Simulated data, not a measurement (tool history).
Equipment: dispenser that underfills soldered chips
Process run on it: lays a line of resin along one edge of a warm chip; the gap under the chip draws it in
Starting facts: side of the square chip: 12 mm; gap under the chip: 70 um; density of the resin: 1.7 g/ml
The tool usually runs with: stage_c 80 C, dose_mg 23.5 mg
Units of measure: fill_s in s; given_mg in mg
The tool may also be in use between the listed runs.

run 1 hour=0 | stage_c=80 dose_mg=23.5 | fill_s=243.1 given_mg=22.55
-- hour=2.3 new syringe of resin
run 2 hour=6.7 | stage_c=80 dose_mg=24.9 | fill_s=185.7 given_mg=23.8
-- hour=13.2 new syringe of resin
run 3 hour=13.2 | stage_c=75 dose_mg=23.5 | fill_s=178.8 given_mg=22.5
run 4 hour=18.7 | stage_c=75 dose_mg=23.5 | fill_s=245 given_mg=22.29
-- hour=24.1 new syringe of resin
run 5 hour=24.1 | stage_c=75 dose_mg=23.5 | fill_s=178.9 given_mg=22.31
run 6 hour=31 | stage_c=80 dose_mg=23.5 | fill_s=217.4 given_mg=22.2
-- hour=35.6 new syringe of resin
run 7 hour=38.2 | stage_c=80 dose_mg=23.5 | fill_s=172.5 given_mg=22.21
run 8 hour=43.8 | stage_c=80 dose_mg=23.5 | fill_s=238 given_mg=22.06
-- hour=46.6 new syringe of resin
run 9 hour=51.3 | stage_c=80 dose_mg=23.5 | fill_s=194.3 given_mg=21.92
-- hour=57.5 new syringe of resin
run 10 hour=59.4 | stage_c=80 dose_mg=23.5 | fill_s=162.1 given_mg=21.99
run 11 hour=66.1 | stage_c=72 dose_mg=23.5 | fill_s=343.8 given_mg=21.71
-- hour=68.6 new syringe of resin
run 12 hour=76.1 | stage_c=72 dose_mg=23.5 | fill_s=319.9 given_mg=21.59
-- hour=79.8 new syringe of resin
run 13 hour=81.9 | stage_c=80 dose_mg=20.3 | fill_s=175.2 given_mg=18.8
run 14 hour=90.2 | stage_c=80 dose_mg=20.3 | fill_s=287.8 given_mg=18.69
-- hour=91 new syringe of resin
run 15 hour=99.2 | stage_c=80 dose_mg=23.5 | fill_s=238.8 given_mg=21.52
-- hour=102 new syringe of resin
run 16 hour=107.3 | stage_c=80 dose_mg=28.5 | fill_s=186 given_mg=25.67
-- hour=113.4 new syringe of resin
run 17 hour=118.8 | stage_c=77 dose_mg=25.7 | fill_s=223.3 given_mg=23.27
-- hour=120.8 dispensing valve cleaned and set on the balance
-- hour=125.3 new syringe of resin
run 18 hour=127 | stage_c=84 dose_mg=30.6 | fill_s=127.6 given_mg=30.68
-- hour=137 new syringe of resin
run 19 hour=138.3 | stage_c=84 dose_mg=30.6 | fill_s=127.6 given_mg=30.3
run 20 hour=143.4 | stage_c=84 dose_mg=30.6 | fill_s=171.9 given_mg=30.24
-- hour=148.1 new syringe of resin
run 21 hour=150.5 | stage_c=92 dose_mg=25 | fill_s=97.4 given_mg=24.76
run 22 hour=155.8 | stage_c=92 dose_mg=25.5 | fill_s=134.7 given_mg=25.05
-- hour=159.1 new syringe of resin
run 23 hour=166.4 | stage_c=81 dose_mg=24.6 | fill_s=208 given_mg=23.74
-- hour=170.1 new syringe of resin
run 24 hour=177.6 | stage_c=81 dose_mg=24.6 | fill_s=210.8 given_mg=23.86
-- hour=180.9 new syringe of resin
run 25 hour=186 | stage_c=81 dose_mg=26.8 | fill_s=176.5 given_mg=25.93
-- hour=192.1 new syringe of resin
run 26 hour=192.9 | stage_c=81 dose_mg=26.8 | fill_s=140.6 given_mg=25.86
run 27 hour=198.2 | stage_c=81 dose_mg=26.8 | fill_s=190.6 given_mg=25.83
-- hour=203.1 new syringe of resin
run 28 hour=204.2 | stage_c=79 dose_mg=23.1 | fill_s=163.8 given_mg=21.94
-- hour=214.1 new syringe of resin
run 29 hour=214.6 | stage_c=70 dose_mg=26.7 | fill_s=219 given_mg=25.52
run 30 hour=221.5 | stage_c=70 dose_mg=26.7 | fill_s=330 given_mg=25.4
-- hour=225.3 new syringe of resin
run 31 hour=229.3 | stage_c=70 dose_mg=26.7 | fill_s=272.8 given_mg=25.25

Same runs, no hidden state in the tool, same run-to-run variation:
Hidden state at play: resin's viscosity, % of fresh resin's; dose that the valve gives, % of what is set; true chip temperature over the reading, C; drift of the gauge itself on fill_s, %; drift of the gauge itself on given_mg, %.
run=1 fill_s=147.8 given_mg=23.49
run=2 fill_s=146.9 given_mg=24.87
run=3 fill_s=183.2 given_mg=23.59
run=4 fill_s=180.8 given_mg=23.44
run=5 fill_s=181.9 given_mg=23.53
run=6 fill_s=147.2 given_mg=23.5
run=7 fill_s=150.2 given_mg=23.59
run=8 fill_s=149 given_mg=23.48
run=9 fill_s=148 given_mg=23.43
run=10 fill_s=147.5 given_mg=23.6
run=11 fill_s=210.2 given_mg=23.39
run=12 fill_s=207 given_mg=23.37
run=13 fill_s=155.3 given_mg=20.4
run=14 fill_s=155.9 given_mg=20.35
run=15 fill_s=147.4 given_mg=23.57
run=16 fill_s=140.7 given_mg=28.22
run=17 fill_s=168.4 given_mg=25.73
run=18 fill_s=120.9 given_mg=30.76
run=19 fill_s=122.3 given_mg=30.56
run=20 fill_s=121.7 given_mg=30.57
run=21 fill_s=89.4 given_mg=25.14
run=22 fill_s=90.8 given_mg=25.49
run=23 fill_s=139.3 given_mg=24.29
run=24 fill_s=141.7 given_mg=24.55
run=25 fill_s=138.4 given_mg=26.8
run=26 fill_s=140 given_mg=26.83
run=27 fill_s=138.5 given_mg=26.87
run=28 fill_s=156.1 given_mg=22.9
run=29 fill_s=221.7 given_mg=26.78
run=30 fill_s=221.9 given_mg=26.75
run=31 fill_s=226.3 given_mg=26.71
